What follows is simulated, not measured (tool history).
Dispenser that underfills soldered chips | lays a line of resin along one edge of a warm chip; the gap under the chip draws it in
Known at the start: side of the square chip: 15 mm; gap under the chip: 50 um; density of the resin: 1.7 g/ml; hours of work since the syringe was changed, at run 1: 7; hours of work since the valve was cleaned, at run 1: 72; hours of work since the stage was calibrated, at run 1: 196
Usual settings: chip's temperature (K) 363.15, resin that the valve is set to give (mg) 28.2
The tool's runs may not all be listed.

run	day	chip's temperature (K)	resin that the valve is set to give (mg)	hours of work since the syringe was changed	hours of work since the valve was cleaned	hours of work since the stage was calibrated	time until the resin shows at the far edge (s)	resin that the valve gave (mg)
1	0.000	363.15	28.2	7	72	196	185.8	27.34
# day 0.167: new syringe of resin
2	0.667	363.15	28.2	9	85	209	234.3	26.96
# day 0.746: new syringe of resin
3	1.092	363.15	28.2	6	92	216	175.0	26.92
# day 1.288: new syringe of resin
4	1.796	363.15	28.2	10	105	229	231.7	26.93
# day 1.867: new syringe of resin
# day 2.021: dispensing valve cleaned and set on the balance
# day 2.467: new syringe of resin
5	2.554	363.15	28.2	2	10	242	112.2	27.91
# day 3.025: new syringe of resin
6	3.175	353.15	29.1	3	21	254	191.6	28.77
7	3.529	361.15	27.1	9	28	260	245.6	26.79
# day 3.579: new syringe of resin
8	4.038	364.15	28.0	9	37	270	201.7	27.65
# day 4.138: new syringe of resin
9	4.379	364.15	28.0	5	43	276	141.3	27.70
# day 4.696: new syringe of resin
10	4.738	368.15	29.8	1	50	282	85.4	29.27

The same runs without the tool's hidden state, with the same run-to-run variation:
The hidden state here: resin's viscosity, % of fresh resin's; dose that the valve gives, % of what is set; true chip temperature over the reading, C; drift of the gauge itself on fill_s, %; drift of the gauge itself on given_mg, %.
run	time until the resin shows at the far edge (s)	resin that the valve gave (mg)
1	107.2	28.29
2	107.9	28.06
3	106.6	28.13
4	107.6	28.32
5	105.0	28.00
6	162.6	29.02
7	116.8	27.10
8	102.1	28.08
9	102.5	28.21
10	86.1	29.90

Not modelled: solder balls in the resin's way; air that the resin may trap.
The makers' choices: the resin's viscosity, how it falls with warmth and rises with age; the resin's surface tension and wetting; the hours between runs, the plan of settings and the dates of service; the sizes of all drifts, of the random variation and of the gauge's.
